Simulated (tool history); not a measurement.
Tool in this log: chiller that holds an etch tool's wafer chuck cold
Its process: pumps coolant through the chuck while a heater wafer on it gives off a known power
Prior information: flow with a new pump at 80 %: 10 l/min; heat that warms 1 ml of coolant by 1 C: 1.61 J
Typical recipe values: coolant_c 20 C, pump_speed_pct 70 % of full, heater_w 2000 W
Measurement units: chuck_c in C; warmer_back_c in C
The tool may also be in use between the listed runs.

run    hour  coolant_c  pump_speed_pct  heater_w  chuck_c  warmer_back_c
  1     0.0         20              70      2000     35.6           8.55
  2   141.9         20              70      2000     35.5           8.57
  3   277.3         20              70      2000     35.6           8.53
  4   381.0         20              70      2000     35.6           8.57
  5   440.1         20              70      2000     35.5           8.61
  6   574.8         14              70      2000     29.5           8.67
  7   664.9         20              70      2000     35.6           8.61
  8   789.8         20              70      2000     35.5           8.64
  9   887.0         11              85      2000     23.9           7.26
 10   962.5         11              85      2000     23.9           7.25
 11  1104.0         11              97      2000     22.5           6.42
 12  1202.1         16              70      1700     29.1           7.50
 13  1315.2         23              87      1043     29.6           3.81
 14  1433.8         13              87      2085     26.2           7.46
 15  1550.9         13              87      2085     26.3           7.12
 16  1656.9         20              99      1285     27.1           3.92

Between the runs listed above, the log contained 1 entry, not reproduced here. Where in the sequence does each belong, and how does what the log doesn't record of the tool's condition differ from the listed run before to the listed run after?
Run 14 -> run 15: gauge calibrated (hour 1511.7)
  drift of the gauge itself on warmer_back_c, C: 0.3 -> 0.01
  what was measured, less what the result would be without the hidden state, warmer_back_c: +0.31 -> +0.01 C
